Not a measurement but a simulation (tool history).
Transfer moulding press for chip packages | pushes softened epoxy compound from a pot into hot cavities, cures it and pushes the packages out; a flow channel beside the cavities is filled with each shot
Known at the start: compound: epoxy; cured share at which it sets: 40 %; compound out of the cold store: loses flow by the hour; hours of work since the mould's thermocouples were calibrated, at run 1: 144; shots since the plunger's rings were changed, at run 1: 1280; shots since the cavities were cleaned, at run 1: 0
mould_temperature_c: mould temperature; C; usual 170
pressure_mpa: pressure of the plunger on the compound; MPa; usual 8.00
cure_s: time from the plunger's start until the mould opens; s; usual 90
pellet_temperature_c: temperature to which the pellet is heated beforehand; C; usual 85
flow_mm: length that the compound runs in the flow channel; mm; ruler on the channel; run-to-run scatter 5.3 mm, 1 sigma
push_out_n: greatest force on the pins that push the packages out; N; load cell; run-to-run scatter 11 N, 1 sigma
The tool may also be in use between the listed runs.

run   hour  mould_temperature_c  pressure_mpa  cure_s  pellet_temperature_c  hours of work since the mould's thermocouples were calibrated  shots since the plunger's rings were changed  shots since the cavities were cleaned  incoming compound's hours out of the cold store  flow_mm  push_out_n
  1    0.0                  170          8.00      90                    85                                                            144                                          1280                                      0                                             16.8      954         539
  2    9.0                  170          8.00      90                    88                                                            151                                          1390                                    110                                             32.5      911         607
  3   20.1                  170          8.00      90                    85                                                            158                                          1524                                    244                                             15.3      949         690
  4   31.0                  170          8.00      90                    85                                                            166                                          1657                                    377                                             40.0      889         690
      42.9  -- cavities cleaned with cleaning compound and waxed
  5   47.9                  170          8.00      90                    85                                                            176                                          1845                                     61                                             23.2      918         857
  6   59.3                  170          8.00      90                    85                                                            184                                          1984                                    200                                             42.4      873         857
      67.6  -- cavities cleaned with cleaning compound and waxed, once more
  7   75.4                  170          8.00      90                    85                                                            194                                          2162                                     95                                             43.2      864         583
  8   87.4                  170          8.00      90                    85                                                            203                                          2308                                    241                                              8.7      970         705
  9   94.9                  162          8.00      90                    85                                                            208                                          2400                                    333                                             21.8      946        1158
     111.2  -- cavities cleaned with cleaning compound and waxed
 10  111.8                  162          8.00      90                    85                                                            218                                          2587                                      7                                             46.9      868         754
     120.3  -- plunger's sealing rings changed
 11  127.8                  164          8.00      90                    85                                                            228                                            92                                    172                                              8.9     1029         958
 12  136.3                  164          8.00      90                    85                                                            234                                           195                                    275                                             38.6      930         918
 13  145.1                  164          8.00      90                    85                                                            240                                           302                                    382                                             23.6      974        1020
 14  152.2                  164          8.00      90                    85                                                            245                                           388                                    468                                             43.8      907         976
     156.9  -- cavities cleaned with cleaning compound and waxed
 15  163.2                  164          8.00      90                    85                                                            251                                           505                                     77                                             31.2      946         773
 16  177.8                  164          6.15     111                    85                                                            261                                           683                                    255                                             15.1      868         693
 17  185.8                  164          8.72     111                    85                                                            267                                           780                                    352                                             31.8      988         715
     199.8  -- cavities cleaned with cleaning compound and waxed
 18  202.1                  165          8.21     111                    85                                                            277                                           960                                     29                                             30.2      945         526
 19  216.0                  168          8.21     119                    81                                                            286                                          1130                                    199                                             20.4      963         588
 20  228.3                  170          7.88      90                    85                                                            295                                          1280                                    349                                             30.0      909         723
     242.4  -- cavities cleaned with cleaning compound and waxed
 21  243.3                  163          8.00      90                    86                                                            304                                          1444                                     11                                             37.0      921         736
 22  252.4                  178          7.97     124                    85                                                            310                                          1554                                    121                                             44.4      849         517
 23  268.4                  178          7.97     124                    85                                                            322                                          1749                                    316                                             38.1      855         612
 24  279.8                  178          7.97     124                    85                                                            329                                          1888                                    455                                             37.5      862         645
     285.3  -- cavities cleaned with cleaning compound and waxed
 25  297.3                  178          7.97      89                    85                                                            340                                          2083                                    146                                             15.1      917         535

Each row is a separate what-if for the run after 25, all from the same tool condition, not one after another. Results?
  A  308.9                  178          7.97     109                    85                                                            348                                          2225                                    288                                             33.7        ?           ?
  B  308.9                  174          7.97      73                    79                                                            348                                          2225                                    288                                             36.1        ?           ?
  C  308.9                  178          7.97      94                    83                                                            348                                          2225                                    288                                             13.0        ?           ?
  D  308.9                  170          8.00     106                    85                                                            348                                          2225                                    288                                             24.2        ?           ?
  E  308.9                  170          9.58      70                    84                                                            348                                          2225                                    288                                             17.7        ?           ?

run  flow_mm  push_out_n
  A      863         573
  B      863         742
  C      925         596
  D      905         622
  E     1020        1064
What these runs would have given with no unlogged condition in the tool:
run  flow_mm  push_out_n
  A      903         423
  B      904         561
  C      969         441
  D      947         464
  E     1068         814
